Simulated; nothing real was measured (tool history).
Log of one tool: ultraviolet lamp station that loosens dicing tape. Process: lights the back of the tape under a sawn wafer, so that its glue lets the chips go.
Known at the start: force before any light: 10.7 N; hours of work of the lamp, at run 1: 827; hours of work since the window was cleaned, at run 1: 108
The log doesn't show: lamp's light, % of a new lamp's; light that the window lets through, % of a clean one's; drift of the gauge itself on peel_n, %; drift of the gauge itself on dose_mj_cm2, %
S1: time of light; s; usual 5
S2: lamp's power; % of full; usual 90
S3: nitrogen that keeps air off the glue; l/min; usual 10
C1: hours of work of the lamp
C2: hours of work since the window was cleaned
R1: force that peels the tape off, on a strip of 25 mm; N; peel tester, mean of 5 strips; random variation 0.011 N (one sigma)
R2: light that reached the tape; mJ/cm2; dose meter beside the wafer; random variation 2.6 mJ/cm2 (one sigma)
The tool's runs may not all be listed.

run 1 hour=0 | S1=5 S2=90 S3=10 | C1=827 C2=108 | R1=0.702 R2=292
run 2 hour=25 | S1=5 S2=90 S3=10 | C1=839 C2=119 | R1=0.726 R2=289
run 3 hour=53.6 | S1=5 S2=90 S3=10 | C1=852 C2=132 | R1=0.732 R2=293
run 4 hour=79.2 | S1=5 S2=90 S3=8 | C1=864 C2=144 | R1=0.928 R2=283
run 5 hour=127.3 | S1=5 S2=90 S3=8 | C1=886 C2=166 | R1=0.912 R2=286
-- hour=132.1 window cleaned of glue's vapour
run 6 hour=160.9 | S1=5 S2=90 S3=8 | C1=901 C2=13 | R1=1.001 R2=277
run 7 hour=205.5 | S1=5 S2=90 S3=5 | C1=921 C2=34 | R1=1.528 R2=277
run 8 hour=229.4 | S1=2 S2=84 S3=4 | C1=932 C2=45 | R1=5.499 R2=107
run 9 hour=272.6 | S1=2 S2=84 S3=4 | C1=952 C2=64 | R1=5.675 R2=105
run 10 hour=309.1 | S1=5 S2=98 S3=11 | C1=969 C2=81 | R1=0.634 R2=300
run 11 hour=366.3 | S1=5 S2=98 S3=11 | C1=995 C2=107 | R1=0.641 R2=292
run 12 hour=393.9 | S1=5 S2=71 S3=7 | C1=1008 C2=120 | R1=1.89 R2=215
-- hour=416.3 window cleaned of glue's vapour, once more
run 13 hour=450.5 | S1=5 S2=71 S3=7 | C1=1033 C2=16 | R1=1.638 R2=228

3 ways to go on from here, each from the tool as it stands after run 13. What would each give?
run A hour=478.8 | S1=6 S2=71 S3=7 | C1=1046 C2=29 | R1=? R2=?
run B hour=478.8 | S1=2 S2=71 S3=6 | C1=1046 C2=29 | R1=? R2=?
run C hour=478.8 | S1=5 S2=61 S3=6 | C1=1046 C2=29 | R1=? R2=?

run=A R1=1.168 R2=270
run=B R1=5.277 R2=92
run=C R1=2.337 R2=197
Without the tool's hidden state the same runs would have given:
run=A R1=0.832 R2=314
run=B R1=4.712 R2=107
run=C R1=1.841 R2=229
